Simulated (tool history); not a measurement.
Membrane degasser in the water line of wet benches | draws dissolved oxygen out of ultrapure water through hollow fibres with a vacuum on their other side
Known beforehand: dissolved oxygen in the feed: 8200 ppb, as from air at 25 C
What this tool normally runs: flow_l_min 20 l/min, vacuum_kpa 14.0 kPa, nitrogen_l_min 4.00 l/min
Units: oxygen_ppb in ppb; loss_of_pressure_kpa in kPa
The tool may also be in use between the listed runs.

run 1 day=0.000 | flow_l_min=20 vacuum_kpa=14.0 nitrogen_l_min=4.00 | oxygen_ppb=152.5 loss_of_pressure_kpa=70.72
run 2 day=9.217 | flow_l_min=19 vacuum_kpa=14.0 nitrogen_l_min=4.00 | oxygen_ppb=142.3 loss_of_pressure_kpa=67.51
run 3 day=14.708 | flow_l_min=20 vacuum_kpa=14.0 nitrogen_l_min=4.00 | oxygen_ppb=153.9 loss_of_pressure_kpa=71.26
run 4 day=23.925 | flow_l_min=20 vacuum_kpa=14.0 nitrogen_l_min=4.00 | oxygen_ppb=154.4 loss_of_pressure_kpa=71.58
run 5 day=32.638 | flow_l_min=20 vacuum_kpa=14.0 nitrogen_l_min=4.00 | oxygen_ppb=155.8 loss_of_pressure_kpa=70.79
run 6 day=40.179 | flow_l_min=20 vacuum_kpa=14.0 nitrogen_l_min=4.00 | oxygen_ppb=156.3 loss_of_pressure_kpa=71.54
run 7 day=47.317 | flow_l_min=20 vacuum_kpa=14.0 nitrogen_l_min=4.00 | oxygen_ppb=156.6 loss_of_pressure_kpa=71.91
-- day=54.196 seals of the vacuum lines changed
run 8 day=58.204 | flow_l_min=20 vacuum_kpa=14.0 nitrogen_l_min=4.00 | oxygen_ppb=153.7 loss_of_pressure_kpa=72.21
run 9 day=64.562 | flow_l_min=20 vacuum_kpa=14.0 nitrogen_l_min=4.00 | oxygen_ppb=152.1 loss_of_pressure_kpa=72.34
run 10 day=71.267 | flow_l_min=20 vacuum_kpa=14.0 nitrogen_l_min=4.00 | oxygen_ppb=152.5 loss_of_pressure_kpa=72.46
run 11 day=77.183 | flow_l_min=20 vacuum_kpa=14.0 nitrogen_l_min=4.00 | oxygen_ppb=153.2 loss_of_pressure_kpa=72.62
run 12 day=86.883 | flow_l_min=20 vacuum_kpa=14.0 nitrogen_l_min=4.00 | oxygen_ppb=153.8 loss_of_pressure_kpa=72.80
run 13 day=93.879 | flow_l_min=20 vacuum_kpa=14.0 nitrogen_l_min=4.00 | oxygen_ppb=155.0 loss_of_pressure_kpa=72.96
-- day=96.775 membrane cartridge changed
run 14 day=104.588 | flow_l_min=20 vacuum_kpa=14.0 nitrogen_l_min=10.71 | oxygen_ppb=60.1 loss_of_pressure_kpa=62.97
run 15 day=115.379 | flow_l_min=20 vacuum_kpa=14.0 nitrogen_l_min=10.71 | oxygen_ppb=60.1 loss_of_pressure_kpa=63.44
run 16 day=124.412 | flow_l_min=20 vacuum_kpa=14.0 nitrogen_l_min=2.17 | oxygen_ppb=244.6 loss_of_pressure_kpa=62.90
-- day=130.708 vacuum gauge calibrated
run 17 day=130.708 | flow_l_min=23 vacuum_kpa=14.0 nitrogen_l_min=2.48 | oxygen_ppb=248.3 loss_of_pressure_kpa=73.09
run 18 day=137.238 | flow_l_min=17 vacuum_kpa=30.7 nitrogen_l_min=6.66 | oxygen_ppb=175.5 loss_of_pressure_kpa=54.02
run 19 day=142.754 | flow_l_min=16 vacuum_kpa=30.7 nitrogen_l_min=1.73 | oxygen_ppb=581.6 loss_of_pressure_kpa=51.27
run 20 day=151.467 | flow_l_min=16 vacuum_kpa=30.7 nitrogen_l_min=1.73 | oxygen_ppb=574.6 loss_of_pressure_kpa=51.06
run 21 day=162.504 | flow_l_min=27 vacuum_kpa=12.9 nitrogen_l_min=3.22 | oxygen_ppb=224.6 loss_of_pressure_kpa=86.54
run 22 day=172.071 | flow_l_min=16 vacuum_kpa=12.9 nitrogen_l_min=4.33 | oxygen_ppb=93.1 loss_of_pressure_kpa=51.11
run 23 day=182.433 | flow_l_min=20 vacuum_kpa=30.4 nitrogen_l_min=4.00 | oxygen_ppb=337.7 loss_of_pressure_kpa=64.46
run 24 day=191.392 | flow_l_min=29 vacuum_kpa=9.7 nitrogen_l_min=4.00 | oxygen_ppb=161.0 loss_of_pressure_kpa=93.47
run 25 day=197.950 | flow_l_min=29 vacuum_kpa=9.7 nitrogen_l_min=4.00 | oxygen_ppb=160.9 loss_of_pressure_kpa=93.49
run 26 day=206.767 | flow_l_min=14 vacuum_kpa=13.9 nitrogen_l_min=7.60 | oxygen_ppb=52.5 loss_of_pressure_kpa=45.18
run 27 day=217.592 | flow_l_min=14 vacuum_kpa=13.9 nitrogen_l_min=7.60 | oxygen_ppb=52.9 loss_of_pressure_kpa=45.52
run 28 day=226.446 | flow_l_min=26 vacuum_kpa=14.0 nitrogen_l_min=3.23 | oxygen_ppb=238.1 loss_of_pressure_kpa=84.11
run 29 day=234.558 | flow_l_min=26 vacuum_kpa=14.0 nitrogen_l_min=3.23 | oxygen_ppb=241.8 loss_of_pressure_kpa=84.65
run 30 day=239.896 | flow_l_min=12 vacuum_kpa=18.3 nitrogen_l_min=2.14 | oxygen_ppb=214.8 loss_of_pressure_kpa=39.37
run 31 day=249.529 | flow_l_min=12 vacuum_kpa=18.3 nitrogen_l_min=2.14 | oxygen_ppb=215.2 loss_of_pressure_kpa=39.24
run 32 day=254.358 | flow_l_min=22 vacuum_kpa=9.0 nitrogen_l_min=4.00 | oxygen_ppb=98.7 loss_of_pressure_kpa=72.44

Here are 3 independent what-if runs from the current tool condition. What would each one return?
-- day=261.271 seals of the vacuum lines changed
run A day=262.529 | flow_l_min=20 vacuum_kpa=14.0 nitrogen_l_min=2.19 | oxygen_ppb=? loss_of_pressure_kpa=?
-- day=261.271 seals of the vacuum lines changed
run B day=262.529 | flow_l_min=20 vacuum_kpa=16.3 nitrogen_l_min=4.00 | oxygen_ppb=? loss_of_pressure_kpa=?
-- day=261.271 seals of the vacuum lines changed
run C day=262.529 | flow_l_min=32 vacuum_kpa=9.0 nitrogen_l_min=3.63 | oxygen_ppb=? loss_of_pressure_kpa=?

run=A oxygen_ppb=242.9 loss_of_pressure_kpa=65.11
run=B oxygen_ppb=171.0 loss_of_pressure_kpa=65.66
run=C oxygen_ppb=192.1 loss_of_pressure_kpa=104.95
With no hidden state in the tool, these same runs would have given:
run=A oxygen_ppb=235.7 loss_of_pressure_kpa=62.35
run=B oxygen_ppb=165.7 loss_of_pressure_kpa=62.89
run=C oxygen_ppb=174.7 loss_of_pressure_kpa=100.51
